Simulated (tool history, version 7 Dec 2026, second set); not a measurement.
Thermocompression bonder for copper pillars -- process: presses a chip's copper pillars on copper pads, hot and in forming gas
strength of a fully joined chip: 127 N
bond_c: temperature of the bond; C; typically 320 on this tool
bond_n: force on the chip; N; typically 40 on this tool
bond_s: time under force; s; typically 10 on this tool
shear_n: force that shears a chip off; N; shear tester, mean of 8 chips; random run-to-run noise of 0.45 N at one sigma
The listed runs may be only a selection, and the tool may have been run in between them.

run   hour  bond_c  bond_n  bond_s  shear_n
  1    0.0     320      40      10     84.8
  2   55.2     320      40      10     83.1
     107.2  -- forming gas filter changed
  3  109.6     314      40      10     83.2
  4  161.6     314      40      10     82.2
  5  192.6     314      40      10     81.2
  6  229.6     314      40      10     80.5
  7  279.9     320      44      10     88.6
  8  336.9     320      54      10     98.5
     350.5  -- forming gas filter changed
  9  392.0     312      49      10     92.1
 10  446.8     312      49      10     90.9
 11  497.1     312      49      10     89.2
     501.9  -- heater calibrated with a thermocouple chip
 12  552.4     293      36      16     64.9
 13  582.6     293      36      17     65.3
     592.2  -- forming gas filter changed
 14  637.5     320      40       8     79.8
 15  695.2     320      53      10     98.8
     710.4  -- heater calibrated with a thermocouple chip, once more
 16  750.1     297      39       5     53.5

How would selected steps in shear_n from run to run divide? Give the signed amount a tool lacking its hidden state would still show from settings, what came in and random variation, and the signed amount left for the hidden state, including any gauge scatter that is not in both of the compared results.
The tool's hidden condition here consists of: true temperature of the bond over the reading, C; force that reaches the chip, % of what is set; oxide that the forming gas leaves, % of the face; drift of the gauge itself on shear_n, %.
Run 15 -> 16: bond_c 320 -> 297, bond_n 53 -> 39, bond_s 10 -> 5, heater calibrated with a thermocouple chip, once more. shear_n -45.3 N: hidden state +5.2, all else -50.5.

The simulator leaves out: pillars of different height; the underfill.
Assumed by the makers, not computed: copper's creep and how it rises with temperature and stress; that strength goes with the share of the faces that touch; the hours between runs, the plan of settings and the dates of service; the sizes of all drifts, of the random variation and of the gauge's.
